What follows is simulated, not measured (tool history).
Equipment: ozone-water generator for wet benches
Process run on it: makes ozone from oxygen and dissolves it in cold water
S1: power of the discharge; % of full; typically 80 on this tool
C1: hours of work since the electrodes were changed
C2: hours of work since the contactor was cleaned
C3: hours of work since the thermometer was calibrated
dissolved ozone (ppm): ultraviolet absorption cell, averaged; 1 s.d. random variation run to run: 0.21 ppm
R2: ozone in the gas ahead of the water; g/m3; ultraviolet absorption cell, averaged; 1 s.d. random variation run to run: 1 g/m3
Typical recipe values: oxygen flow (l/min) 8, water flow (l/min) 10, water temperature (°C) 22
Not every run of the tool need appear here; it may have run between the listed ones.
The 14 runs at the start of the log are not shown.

Run 15, day 15.621: usual settings but oxygen flow (l/min) 6.18; C1 796; C2 2948; C3 1727. Result: dissolved ozone (ppm) 30.8, R2 200 g/m3.
Run 16, day 16.821: usual settings but oxygen flow (l/min) 6.18; C1 823; C2 2975; C3 1755. Result: dissolved ozone (ppm) 30.7, R2 198.5 g/m3.
Run 17, day 18.262: usual settings but oxygen flow (l/min) 6.18; C1 857; C2 3009; C3 1788. Result: dissolved ozone (ppm) 30.8, R2 197.8 g/m3.
Run 18, day 19.4: usual settings but S1 97 % of full, oxygen flow (l/min) 6.26, water flow (l/min) 9, water temperature (°C) 21; C1 883; C2 3035; C3 1814. Result: dissolved ozone (ppm) 37.3, R2 225.6 g/m3.
Run 19, day 20.192: usual settings but S1 47 % of full, oxygen flow (l/min) 10.8; C1 901; C2 3053; C3 1832. Result: dissolved ozone (ppm) 19.1, R2 105.8 g/m3.
Run 20, day 21.392: usual settings but oxygen flow (l/min) 6.47, water flow (l/min) 15, water temperature (°C) 30; C1 929; C2 3081; C3 1860. Result: dissolved ozone (ppm) 19.7, R2 195.3 g/m3.
At day 21.546: water thermometer calibrated.
Run 21, day 22.896: usual settings but oxygen flow (l/min) 6.47, water flow (l/min) 15, water temperature (°C) 30; C1 963; C2 3115; C3 31. Result: dissolved ozone (ppm) 19.8, R2 193.2 g/m3.
Run 22, day 23.904: usual settings but S1 49 % of full, oxygen flow (l/min) 5.21, water flow (l/min) 11, water temperature (°C) 30; C1 986; C2 3138; C3 54. Result: dissolved ozone (ppm) 18.4, R2 157.8 g/m3.
At day 24.388: water thermometer calibrated, once more.
Run 23, day 25.288: usual settings but S1 49 % of full, oxygen flow (l/min) 4.8, water flow (l/min) 11; C1 1018; C2 3170; C3 21. Result: dissolved ozone (ppm) 21.8, R2 163.3 g/m3.
Run 24, day 26.612: usual settings but S1 60 % of full, oxygen flow (l/min) 4.17, water flow (l/min) 11, water temperature (°C) 20; C1 1048; C2 3200; C3 51. Result: dissolved ozone (ppm) 26.2, R2 201.8 g/m3.
Run 25, day 27.267: usual settings but S1 43 % of full; C1 1064; C2 3216; C3 67. Result: dissolved ozone (ppm) 19.7, R2 115.9 g/m3.
Run 26, day 28.525: usual settings but S1 43 % of full; C1 1093; C2 3245; C3 96. Result: dissolved ozone (ppm) 19.4, R2 115 g/m3.
Run 27, day 29.804: usual settings but S1 66 % of full, oxygen flow (l/min) 7.02, water flow (l/min) 11, water temperature (°C) 16; C1 1122; C2 3274; C3 125. Result: dissolved ozone (ppm) 29, R2 164.3 g/m3.
Run 28, day 30.658: usual settings but S1 59 % of full, oxygen flow (l/min) 8.95, water flow (l/min) 11, water temperature (°C) 14; C1 1142; C2 3294; C3 145. Result: dissolved ozone (ppm) 26.7, R2 134.2 g/m3.
Run 29, day 31.954: usual settings but oxygen flow (l/min) 6.93, water flow (l/min) 14, water temperature (°C) 28; C1 1172; C2 3324; C3 175. Result: dissolved ozone (ppm) 21.7, R2 185.7 g/m3.
Run 30, day 33.167: usual settings but oxygen flow (l/min) 4.63, water temperature (°C) 20; C1 1200; C2 3352; C3 203. Result: dissolved ozone (ppm) 33.1, R2 230 g/m3.
Run 31, day 34.033: usual settings but oxygen flow (l/min) 6.6, water flow (l/min) 8, water temperature (°C) 19; C1 1220; C2 3372; C3 223. Result: dissolved ozone (ppm) 35.9, R2 190.6 g/m3.
Run 32, day 34.954: usual settings but oxygen flow (l/min) 6.6, water flow (l/min) 8, water temperature (°C) 19; C1 1241; C2 3393; C3 244. Result: dissolved ozone (ppm) 36.8, R2 190.9 g/m3.

Here are 4 independent what-if runs from the current tool condition. What would each one return?
Run A, day 36.246: usual settings but oxygen flow (l/min) 4.91, water flow (l/min) 15, water temperature (°C) 18; C1 1271; C2 3423; C3 274. Result: dissolved ozone (ppm) ?, R2 ?.
Run B, day 36.246: usual settings but S1 68 % of full; C1 1271; C2 3423; C3 274. Result: dissolved ozone (ppm) ?, R2 ?.
Run C, day 36.246: usual settings but S1 82 % of full, oxygen flow (l/min) 6.6, water flow (l/min) 8, water temperature (°C) 19; C1 1271; C2 3423; C3 274. Result: dissolved ozone (ppm) ?, R2 ?.
Run D, day 36.246: usual settings but oxygen flow (l/min) 6.6, water flow (l/min) 8; C1 1271; C2 3423; C3 274. Result: dissolved ozone (ppm) ?, R2 ?.

run  dissolved ozone (ppm)     R2
  A                   25.1    223
  B                     26    157
  C                   36.9  192.9
  D                   33.5  191.4
Without the tool's hidden state the same runs would have given:
run  dissolved ozone (ppm)     R2
  A                   27.2  226.6
  B                   27.8  159.4
  C                   39.1  196.1
  D                   35.5  194.6

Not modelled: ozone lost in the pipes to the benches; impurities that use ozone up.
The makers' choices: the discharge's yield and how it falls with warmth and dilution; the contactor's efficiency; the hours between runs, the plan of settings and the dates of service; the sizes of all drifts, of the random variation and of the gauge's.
